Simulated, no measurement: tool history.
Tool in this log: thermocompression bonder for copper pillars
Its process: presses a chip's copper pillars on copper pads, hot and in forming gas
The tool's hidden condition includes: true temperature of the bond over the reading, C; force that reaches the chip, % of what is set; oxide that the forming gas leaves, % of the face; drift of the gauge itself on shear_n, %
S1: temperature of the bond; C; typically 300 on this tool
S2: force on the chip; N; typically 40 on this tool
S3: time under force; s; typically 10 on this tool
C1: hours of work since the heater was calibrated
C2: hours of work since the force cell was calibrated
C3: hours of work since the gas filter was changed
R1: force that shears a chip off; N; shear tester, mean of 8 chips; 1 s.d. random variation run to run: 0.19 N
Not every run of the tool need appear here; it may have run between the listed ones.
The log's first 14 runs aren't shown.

| run | hour | S1 | S2 | S3 | C1 | C2 | C3 | R1 |
|---|---|---|---|---|---|---|---|---|
| 15 | 307.9 | 299 | 38 | 10 | 336 | 140 | 85 | 45.6 |
| 16 | 323.8 | 300 | 46 | 10 | 343 | 147 | 92 | 53.9 |
| 17 | 342.4 | 300 | 46 | 10 | 352 | 156 | 101 | 54.1 |
| 18 | 368.5 | 300 | 46 | 10 | 363 | 167 | 112 | 53.6 |
| 19 | 392.9 | 300 | 46 | 10 | 375 | 179 | 123 | 53.9 |
| 20 | 418.7 | 298 | 41 | 6 | 386 | 190 | 135 | 40.8 |
| 21 | 445.3 | 292 | 41 | 25 | 398 | 202 | 147 | 59.4 |
| 22 | 459.8 | 292 | 41 | 25 | 405 | 209 | 154 | 59.5 |
| 23 | 476.8 | 330 | 57 | 30 | 413 | 217 | 162 | 79.2 |
| 24 | 503.5 | 330 | 57 | 30 | 425 | 229 | 174 | 78.7 |
| 25 | 524.2 | 326 | 36 | 7 | 434 | 238 | 183 | 47.6 |
| 26 | 552.7 | 306 | 24 | 10 | 447 | 251 | 196 | 30.5 |
| 27 | 578.1 | 300 | 40 | 13 | 459 | 263 | 208 | 51.8 |
| 28 | 591.2 | 277 | 60 | 26 | 465 | 269 | 214 | 68.5 |
| 29 | 614.6 | 287 | 37 | 30 | 475 | 279 | 224 | 56.3 |
| 30 | 627.7 | 287 | 37 | 30 | 481 | 285 | 230 | 56.2 |
| 31 | 651 | 300 | 56 | 14 | 492 | 296 | 241 | 66 |
| 32 | 676.6 | 280 | 27 | 12 | 504 | 308 | 253 | 28.7 |
| 33 | 688.5 | 280 | 27 | 12 | 509 | 313 | 258 | 28.8 |
| 34 | 712.2 | 280 | 27 | 12 | 520 | 324 | 269 | 28.9 |
| 35 | 735.3 | 280 | 39 | 6 | 530 | 334 | 279 | 32.7 |
| 36 | 763 | 299 | 29 | 11 | 543 | 347 | 292 | 36.1 |
| 37 | 790.6 | 289 | 29 | 16 | 555 | 359 | 304 | 37.9 |
| 38 | 817.8 | 292 | 36 | 24 | 568 | 372 | 317 | 53.8 |

Below are 4 alternative next runs, each starting from the tool's condition after run 38. Predict each:
| A | 839.2 | 301 | 47 | 9 | 578 | 382 | 327 | ? |
| B | 839.2 | 300 | 40 | 10 | 578 | 382 | 327 | ? |
| C | 839.2 | 274 | 40 | 19 | 578 | 382 | 327 | ? |
| D | 839.2 | 280 | 43 | 10 | 578 | 382 | 327 | ? |

| run | R1 |
|---|---|
| A | 53.3 |
| B | 47.7 |
| C | 47.4 |
| D | 43.5 |
With the hidden condition removed and each run's random variation left untouched, the same runs would have given:
| run | R1 |
|---|---|
| A | 53.3 |
| B | 47.7 |
| C | 47.4 |
| D | 43.5 |

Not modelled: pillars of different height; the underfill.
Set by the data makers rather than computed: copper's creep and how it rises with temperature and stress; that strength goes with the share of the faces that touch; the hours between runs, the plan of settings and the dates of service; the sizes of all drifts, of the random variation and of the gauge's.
